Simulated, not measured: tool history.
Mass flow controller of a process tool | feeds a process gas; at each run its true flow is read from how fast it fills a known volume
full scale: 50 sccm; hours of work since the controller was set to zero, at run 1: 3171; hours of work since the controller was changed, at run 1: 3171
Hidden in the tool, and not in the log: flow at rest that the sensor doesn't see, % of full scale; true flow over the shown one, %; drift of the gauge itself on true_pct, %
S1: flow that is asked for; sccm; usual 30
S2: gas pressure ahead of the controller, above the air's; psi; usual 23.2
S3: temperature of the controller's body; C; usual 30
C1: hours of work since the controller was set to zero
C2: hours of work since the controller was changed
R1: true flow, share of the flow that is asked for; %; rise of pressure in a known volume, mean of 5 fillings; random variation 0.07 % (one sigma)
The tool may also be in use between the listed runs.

run,hour,S1,S2,S3,C1,C2,R1
1,0.0,30,23.2,30,3171,3171,98.42
2,238.2,30,23.2,30,3255,3255,98.47
3,455.9,30,23.2,30,3331,3331,98.32
4,586.2,30,23.2,30,3377,3377,98.50
5,692.4,30,23.2,30,3414,3414,98.47
6,821.0,30,23.2,30,3459,3459,98.41
7,985.8,30,23.2,30,3517,3517,98.36
8,1182.4,30,23.2,21,3586,3586,99.30
9,1406.6,30,23.2,30,3665,3665,98.47
10,1599.3,30,23.2,32,3733,3733,98.13
11,1798.3,33,23.2,30,3802,3802,98.51
12,1946.0,33,23.2,30,3854,3854,98.56
13,2181.5,30,23.2,22,3937,3937,99.23
14,2307.9,30,23.2,22,3981,3981,99.13
15,2441.5,17,23.2,22,4028,4028,98.53
16,2664.3,17,23.2,31,4107,4107,97.69
17,2835.8,30,33.4,30,4167,4167,98.63
18,2994.2,7,23.2,30,4222,4222,97.40
19,3097.8,30,23.2,29,4259,4259,98.63
20,3332.9,30,23.2,30,4341,4341,98.47
21,3440.5,30,23.2,30,4379,4379,98.49
22,3596.3,30,23.2,30,4434,4434,98.41
23,3814.7,30,23.2,30,4511,4511,98.33
24,3976.8,30,23.2,30,4567,4567,98.41
25,4106.1,30,23.2,30,4613,4613,98.67
26,4281.9,30,21.0,30,4675,4675,98.36
27,4414.2,20,26.7,22,4721,4721,98.88
28,4524.5,8,38.0,22,4760,4760,98.61
29,4685.5,16,23.2,39,4816,4816,96.83
30,4782.3,6,36.3,37,4850,4850,96.91
31,4903.5,6,36.3,37,4893,4893,96.99
32,5032.3,6,36.3,37,4938,4938,96.83
33,5191.3,14,26.3,36,4994,4994,97.30
34,5321.7,14,26.3,36,5040,5040,97.16
35,5473.0,6,40.5,24,5093,5093,98.29
36,5644.0,6,40.5,24,5153,5153,98.52
37,5740.5,23,30.5,35,5187,5187,97.97
38,5932.5,8,21.9,23,5254,5254,98.03
39,6077.8,36,35.4,23,5305,5305,99.70
40,6202.4,12,23.2,22,5349,5349,98.53
41,6411.8,13,27.1,37,5422,5422,96.99
42,6589.2,20,23.2,21,5485,5485,98.79

Run 43 comes next. What will it give?
43,6691.8,20,23.2,26,5521,5521,?

{"run 43": {"R1": 98.44}}
Without the tool's hidden state the same run would have given R1 98.42 %.

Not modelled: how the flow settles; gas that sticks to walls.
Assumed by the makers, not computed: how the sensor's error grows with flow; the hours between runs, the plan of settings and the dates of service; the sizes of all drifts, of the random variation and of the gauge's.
